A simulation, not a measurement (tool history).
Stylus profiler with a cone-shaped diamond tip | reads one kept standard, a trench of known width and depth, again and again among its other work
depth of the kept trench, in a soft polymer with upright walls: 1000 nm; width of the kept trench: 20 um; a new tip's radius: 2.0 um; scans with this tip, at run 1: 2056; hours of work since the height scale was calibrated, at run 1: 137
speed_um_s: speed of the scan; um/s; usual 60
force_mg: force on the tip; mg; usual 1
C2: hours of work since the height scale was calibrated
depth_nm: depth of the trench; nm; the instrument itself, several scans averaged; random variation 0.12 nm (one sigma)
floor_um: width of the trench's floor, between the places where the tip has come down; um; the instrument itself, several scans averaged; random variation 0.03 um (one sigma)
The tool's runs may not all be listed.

Run 1, hour 0: usual settings; scans with this tip 2056; C2 137. Result: depth_nm 1004.1 nm, floor_um 16.05 um.
Run 2, hour 62.2: usual settings but speed_um_s 32 um/s; scans with this tip 2758; C2 184. Result: depth_nm 1004.15 nm, floor_um 16.35 um.
Run 3, hour 106.7: usual settings but force_mg 1.92 mg; scans with this tip 3261; C2 218. Result: depth_nm 1006.23 nm, floor_um 16.18 um.
Run 4, hour 136.8: usual settings; scans with this tip 3601; C2 240. Result: depth_nm 1004.2 nm, floor_um 16.09 um.
Run 5, hour 191: usual settings but speed_um_s 141 um/s; scans with this tip 4213; C2 281. Result: depth_nm 1004.12 nm, floor_um 15.41 um.
Run 6, hour 240.7: usual settings but speed_um_s 21 um/s; scans with this tip 4774; C2 319. Result: depth_nm 1004.18 nm, floor_um 16.38 um.
Run 7, hour 306.8: usual settings but speed_um_s 21 um/s; scans with this tip 5520; C2 368. Result: depth_nm 1004.08 nm, floor_um 16.35 um.
Run 8, hour 334.3: usual settings but speed_um_s 21 um/s; scans with this tip 5831; C2 389. Result: depth_nm 1004.22 nm, floor_um 16.34 um.
Run 9, hour 392.3: usual settings but speed_um_s 16 um/s; scans with this tip 6486; C2 433. Result: depth_nm 1004.11 nm, floor_um 16.43 um.
Run 10, hour 440.1: usual settings but speed_um_s 16 um/s; scans with this tip 7025; C2 469. Result: depth_nm 1004.22 nm, floor_um 16.36 um.
Run 11, hour 503.9: usual settings but speed_um_s 16 um/s; scans with this tip 7745; C2 517. Result: depth_nm 1004.04 nm, floor_um 16.4 um.
Run 12, hour 538.1: usual settings but speed_um_s 64 um/s; scans with this tip 8131; C2 543. Result: depth_nm 1004.22 nm, floor_um 16.01 um.
Run 13, hour 565.6: usual settings but speed_um_s 64 um/s; scans with this tip 8442; C2 563. Result: depth_nm 1004.11 nm, floor_um 16.04 um.
Run 14, hour 624.4: usual settings but speed_um_s 183 um/s; scans with this tip 9106; C2 608. Result: depth_nm 1003.94 nm, floor_um 15.06 um.
Run 15, hour 671.2: usual settings but speed_um_s 183 um/s; scans with this tip 9634; C2 643. Result: depth_nm 1004.24 nm, floor_um 15.05 um.
Run 16, hour 723.5: usual settings but speed_um_s 183 um/s; scans with this tip 10225; C2 682. Result: depth_nm 1004.13 nm, floor_um 15.06 um.
Run 17, hour 779: usual settings but speed_um_s 183 um/s; scans with this tip 10851; C2 724. Result: depth_nm 1004.12 nm, floor_um 15.05 um.
Run 18, hour 841.9: usual settings but force_mg 1.62 mg; scans with this tip 11562; C2 772. Result: depth_nm 1005.67 nm, floor_um 16.12 um.
Run 19, hour 883.7: usual settings; scans with this tip 12034; C2 803. Result: depth_nm 1004.22 nm, floor_um 16.03 um.
Run 20, hour 912.8: usual settings; scans with this tip 12363; C2 825. Result: depth_nm 1004.04 nm, floor_um 16.05 um.
Run 21, hour 941.7: usual settings; scans with this tip 12688; C2 847. Result: depth_nm 1004.31 nm, floor_um 16.06 um.
Run 22, hour 996.2: usual settings; scans with this tip 13304; C2 888. Result: depth_nm 1004.42 nm, floor_um 16.03 um.
Run 23, hour 1036.4: usual settings but speed_um_s 230 um/s, force_mg 0.67 mg; scans with this tip 13758; C2 918. Result: depth_nm 1002.97 nm, floor_um 14.34 um.
Run 24, hour 1096.2: usual settings but speed_um_s 230 um/s, force_mg 0.67 mg; scans with this tip 14433; C2 963. Result: depth_nm 1003.07 nm, floor_um 14.3 um.
Run 25, hour 1129.8: usual settings but speed_um_s 43 um/s, force_mg 2.23 mg; scans with this tip 14813; C2 989. Result: depth_nm 1007.11 nm, floor_um 16.34 um.
Run 26, hour 1159.7: usual settings but speed_um_s 43 um/s, force_mg 2.23 mg; scans with this tip 15150; C2 1011. Result: depth_nm 1007.19 nm, floor_um 16.29 um.

Run 27 comes next. What will it give?
Run 27, hour 1227.9: usual settings but speed_um_s 43 um/s, force_mg 0.6 mg; scans with this tip 15920; C2 1062. Result: depth_nm ?, floor_um ?.

depth_nm: 1002.73 nm
floor_um: 16.1 um
Without the tool's hidden state the same run would have given depth_nm 1002.72 nm, floor_um 16.12 um.
